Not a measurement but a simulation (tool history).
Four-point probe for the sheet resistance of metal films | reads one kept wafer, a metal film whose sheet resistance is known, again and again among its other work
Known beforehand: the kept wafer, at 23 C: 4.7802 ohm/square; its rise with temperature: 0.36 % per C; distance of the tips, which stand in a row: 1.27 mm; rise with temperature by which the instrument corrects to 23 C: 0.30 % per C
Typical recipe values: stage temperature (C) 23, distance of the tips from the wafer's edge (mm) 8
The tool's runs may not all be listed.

run   hour  stage temperature (C)  distance of the tips from the wafer's edge (mm)  sheet resistance as the instrument gives it (ohm/square)
  1    0.0                     23                                                8                                                  4.863575
  2   42.5                     23                                                8                                                  4.864345
  3   81.4                     34                                                8                                                  4.893183
  4  100.8                     34                                                8                                                  4.894731
  5  136.4                     34                                                8                                                  4.897471
  6  163.7                     34                                                8                                                  4.896158
  7  200.8                     32                                               11                                                  4.861402
  8  232.7                     34                                                4                                                  5.081546
  9  258.2                     19                                                8                                                  4.859880
 10  284.0                     22                                               31                                                  4.808804
 11  319.7                     19                                               17                                                  4.809100

Predict each of these 4 candidate next runs independently; none follows another, all start after run 11:
  A  349.1                     34                                                8                                                         ?
  B  349.1                     31                                                4                                                         ?
  C  349.1                     31                                               31                                                         ?
  D  349.1                     26                                               14                                                         ?

run  sheet resistance as the instrument gives it (ohm/square)
  A                                                  4.900592
  B                                                  5.075525
  C                                                  4.832402
  D                                                  4.835826
Without the tool's hidden state the same runs would have given:
run  sheet resistance as the instrument gives it (ohm/square)
  A                                                  4.872926
  B                                                  5.046906
  C                                                  4.805057
  D                                                  4.808398
